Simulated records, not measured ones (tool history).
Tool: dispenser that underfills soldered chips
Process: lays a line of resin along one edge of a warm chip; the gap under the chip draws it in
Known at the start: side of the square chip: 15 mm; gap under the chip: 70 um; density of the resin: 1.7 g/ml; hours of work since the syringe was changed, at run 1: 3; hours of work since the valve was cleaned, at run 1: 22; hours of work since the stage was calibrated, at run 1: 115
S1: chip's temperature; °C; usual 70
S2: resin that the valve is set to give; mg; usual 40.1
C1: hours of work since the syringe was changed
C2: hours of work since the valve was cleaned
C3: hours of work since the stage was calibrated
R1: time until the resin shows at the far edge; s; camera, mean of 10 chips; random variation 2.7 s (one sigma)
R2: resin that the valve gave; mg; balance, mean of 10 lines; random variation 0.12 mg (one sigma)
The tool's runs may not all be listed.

Run 1, hour 0: usual settings; C1 3; C2 22; C3 115. Result: R1 317.7 s, R2 39.71 mg.
Run 2, hour 3.4: usual settings but S2 34.5 mg; C1 6; C2 24; C3 118. Result: R1 354.7 s, R2 33.96 mg.
At hour 6.4: new syringe of resin.
Run 3, hour 8.1: usual settings but S2 34.5 mg; C1 1; C2 27; C3 121. Result: R1 302.3 s, R2 33.93 mg.
Run 4, hour 11.1: usual settings but S2 34.5 mg; C1 4; C2 30; C3 123. Result: R1 338.8 s, R2 33.92 mg.
Run 5, hour 14.8: usual settings; C1 6; C2 32; C3 126. Result: R1 358.2 s, R2 39.22 mg.
At hour 16.5: new syringe of resin.
Run 6, hour 19.4: usual settings; C1 2; C2 36; C3 129. Result: R1 311.4 s, R2 39.53 mg.
Run 7, hour 24.1: usual settings but S1 56 °C; C1 6; C2 39; C3 133. Result: R1 623.6 s, R2 39.21 mg.
At hour 26.6: new syringe of resin.
Run 8, hour 26.7: usual settings but S1 56 °C; C1 0; C2 41; C3 135. Result: R1 490.6 s, R2 39.09 mg.
Run 9, hour 30.9: usual settings but S1 56 °C, S2 39.5 mg; C1 3; C2 44; C3 138. Result: R1 562 s, R2 38.7 mg.
Run 10, hour 34.7: usual settings but S1 56 °C, S2 39.5 mg; C1 6; C2 47; C3 141. Result: R1 633.5 s, R2 38.58 mg.
At hour 37: new syringe of resin.
Run 11, hour 37.1: usual settings but S1 56 °C, S2 39.5 mg; C1 0; C2 49; C3 142. Result: R1 511.3 s, R2 38.58 mg.
Run 12, hour 39.5: usual settings; C1 2; C2 51; C3 144. Result: R1 306 s, R2 39.25 mg.
Run 13, hour 43.9: usual settings but S1 57 °C; C1 5; C2 54; C3 148. Result: R1 599.6 s, R2 39.1 mg.
At hour 47.3: new syringe of resin.
Run 14, hour 47.8: usual settings but S1 83 °C, S2 42.3 mg; C1 0; C2 57; C3 150. Result: R1 176.7 s, R2 41.25 mg.
Run 15, hour 51.9: usual settings but S1 83 °C, S2 45 mg; C1 4; C2 60; C3 153. Result: R1 201.7 s, R2 43.72 mg.
Run 16, hour 55.1: usual settings but S1 64 °C, S2 37.2 mg; C1 6; C2 62; C3 156. Result: R1 470.6 s, R2 36.11 mg.
At hour 57.4: new syringe of resin.
Run 17, hour 59.3: usual settings but S1 68 °C, S2 46.2 mg; C1 1; C2 65; C3 159. Result: R1 322 s, R2 44.64 mg.
At hour 61.3: dispensing valve cleaned and set on the balance.
Run 18, hour 65.1: usual settings but S1 66 °C, S2 48.3 mg; C1 5; C2 3; C3 162. Result: R1 394 s, R2 48.24 mg.
At hour 68.6: new syringe of resin.
Run 19, hour 69.6: usual settings but S1 66 °C, S2 51.9 mg; C1 1; C2 6; C3 166. Result: R1 331.4 s, R2 51.85 mg.
Run 20, hour 73.9: usual settings but S1 78 °C, S2 38.7 mg; C1 4; C2 9; C3 169. Result: R1 248.3 s, R2 38.43 mg.
Run 21, hour 76.8: usual settings but S1 78 °C, S2 38.7 mg; C1 6; C2 11; C3 171. Result: R1 263.8 s, R2 38.58 mg.
At hour 78.9: new syringe of resin.
Run 22, hour 81.3: usual settings but S1 78 °C, S2 38.2 mg; C1 2; C2 15; C3 174. Result: R1 232 s, R2 38.18 mg.
Run 23, hour 85.6: usual settings but S1 75 °C, S2 43.9 mg; C1 5; C2 18; C3 178. Result: R1 286.9 s, R2 43.32 mg.

5 ways to go on from here, each from the tool as it stands after run 23. What would each give?
At hour 89.4: new syringe of resin.
Run A, hour 90: usual settings but S1 69 °C, S2 34.8 mg; C1 0; C2 21; C3 181. Result: R1 ?, R2 ?.
At hour 89.4: new syringe of resin.
Run B, hour 90: usual settings but S1 56 °C, S2 36.7 mg; C1 0; C2 21; C3 181. Result: R1 ?, R2 ?.
At hour 89.4: new syringe of resin.
Run C, hour 90: usual settings but S1 69 °C, S2 40.3 mg; C1 0; C2 21; C3 181. Result: R1 ?, R2 ?.
At hour 89.4: new syringe of resin.
Run D, hour 90: usual settings but S1 75 °C, S2 38.5 mg; C1 0; C2 21; C3 181. Result: R1 ?, R2 ?.
At hour 89.4: new syringe of resin.
Run E, hour 90: usual settings but S1 73 °C, S2 43.5 mg; C1 0; C2 21; C3 181. Result: R1 ?, R2 ?.

run     R1     R2
  A  315.4  34.42
  B  507.9  36.32
  C  301.1  40.13
  D  244.6  38.18
  E  253.8  43.08
Without the tool's hidden state the same runs would have given:
run     R1     R2
  A  292.6  34.73
  B  469.2  36.65
  C  279.7  40.49
  D  227.5  38.52
  E  236.1  43.46
